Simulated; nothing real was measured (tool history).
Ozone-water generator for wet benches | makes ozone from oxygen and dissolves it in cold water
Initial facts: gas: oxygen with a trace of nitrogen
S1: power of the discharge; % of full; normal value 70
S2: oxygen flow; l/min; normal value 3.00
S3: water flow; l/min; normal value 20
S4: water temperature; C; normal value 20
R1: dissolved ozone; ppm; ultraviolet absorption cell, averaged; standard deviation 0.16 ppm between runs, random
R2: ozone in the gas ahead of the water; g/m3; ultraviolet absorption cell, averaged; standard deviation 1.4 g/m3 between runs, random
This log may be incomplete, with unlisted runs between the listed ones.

run,day,S1,S2,S3,S4,R1,R2
1,0.000,70,3.00,20,20,20.1,251.9
2,1.179,70,3.00,20,20,20.5,251.2
3,2.283,70,3.00,26,20,16.3,249.2
4,3.650,70,3.00,26,20,16.1,250.4
5,4.650,70,3.00,26,20,16.2,250.5
6,5.862,70,3.00,20,20,20.1,251.8
7,6.871,70,3.00,20,20,20.3,250.5
8,7.933,70,3.00,20,18,20.3,248.7
9,9.650,70,3.00,20,18,20.6,251.5
10,10.942,70,3.00,17,20,22.8,249.4
11,12.004,70,3.00,17,20,23.3,250.6
12,13.554,70,3.00,17,14,24.4,247.6
13,15.225,56,3.00,17,14,19.9,206.2
14,16.612,70,3.00,20,14,21.1,250.3
15,17.458,70,3.00,20,14,21.2,247.9
# day 17.750: water thermometer calibrated
16,19.171,93,3.00,20,17,26.6,319.9
17,19.942,93,3.00,20,26,24.2,320.0
18,21.704,46,2.96,20,15,14.7,174.1
19,23.129,63,4.88,20,20,18.2,165.5
20,24.683,63,4.88,20,20,17.8,165.8
21,25.558,76,3.72,20,20,21.4,229.9
22,26.612,76,3.72,20,20,21.3,231.6
23,27.812,70,3.00,27,20,15.2,246.8

Below are 3 alternative next runs, each starting from the tool's condition after run 23. Predict each:
A,29.429,70,4.85,14,20,?,?
B,29.429,76,3.00,13,26,?,?
C,29.429,99,3.00,27,16,?,?

run,R1,R2
A,24.9,182.4
B,27.1,264.4
C,21.5,335.2
Without the tool's unlogged condition, the same runs would have read:
run,R1,R2
A,26.9,193.1
B,29.4,281.2
C,23.8,361.3
